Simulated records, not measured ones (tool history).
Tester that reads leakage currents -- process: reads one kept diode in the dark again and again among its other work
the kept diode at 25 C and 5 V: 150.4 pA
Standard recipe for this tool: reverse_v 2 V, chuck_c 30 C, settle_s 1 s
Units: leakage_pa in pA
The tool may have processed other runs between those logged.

run	day	reverse_v	chuck_c	settle_s	leakage_pa
1	0	2	30	1	157.34
# day 0.404: chuck's temperature calibrated
2	3.075	2	30	1	136.7
3	6.55	2	30	1.37	136.92
4	13.021	2	30	1.37	138.2
5	17.217	18.56	30	1	542.41
6	21.621	2	30	1	141.68
7	27.529	1	30	1	93.93
8	31.746	1	30	1	94.95
9	35.817	1	30	1	96.38
10	38.754	1	30	1	96.67
11	44.812	4.52	30	1	242.22
12	48.121	5.13	30	1	264.46
13	53.742	5.13	30	1	267.33
# day 54.233: tester calibrated
14	58.071	3.34	38	1	391.66
15	60.733	3.36	52	2.63	1115.27
16	64.996	2.42	26	5.24	125.5
17	69.929	2.64	34	0.42	254.63
18	74.012	1.66	26	0.42	102.82
19	77.433	2	26	1.29	113.84
# day 82.167: tester calibrated, once more
20	83.625	2	46	0.43	551.91
21	89.012	9.31	23	0.95	238.27
22	93.908	2.09	30	5.16	168.8
# day 97.479: chuck's temperature calibrated
23	99.029	2.09	30	5.16	138.23
24	103.888	2.09	30	5.16	140.22
25	107.479	2.09	30	5.16	140.99
26	112.1	2.09	24	1.67	87.41

Below are 5 alternative next runs, each starting from the tool's condition after run 26. Predict each:
A	118.242	1.57	22	3.49	?
B	118.242	1.07	20	8.91	?
C	118.242	2.98	24	1.67	?
D	118.242	2.09	24	2.82	?
E	118.242	6.3	28	0.46	?

run	leakage_pa
A	62.6
B	41.87
C	110.51
D	88.48
E	243.78
Stripped of hidden state, with their random variation kept, the same runs would have yielded:
run	leakage_pa
A	57.95
B	38.7
C	101.89
D	82.16
E	225.53
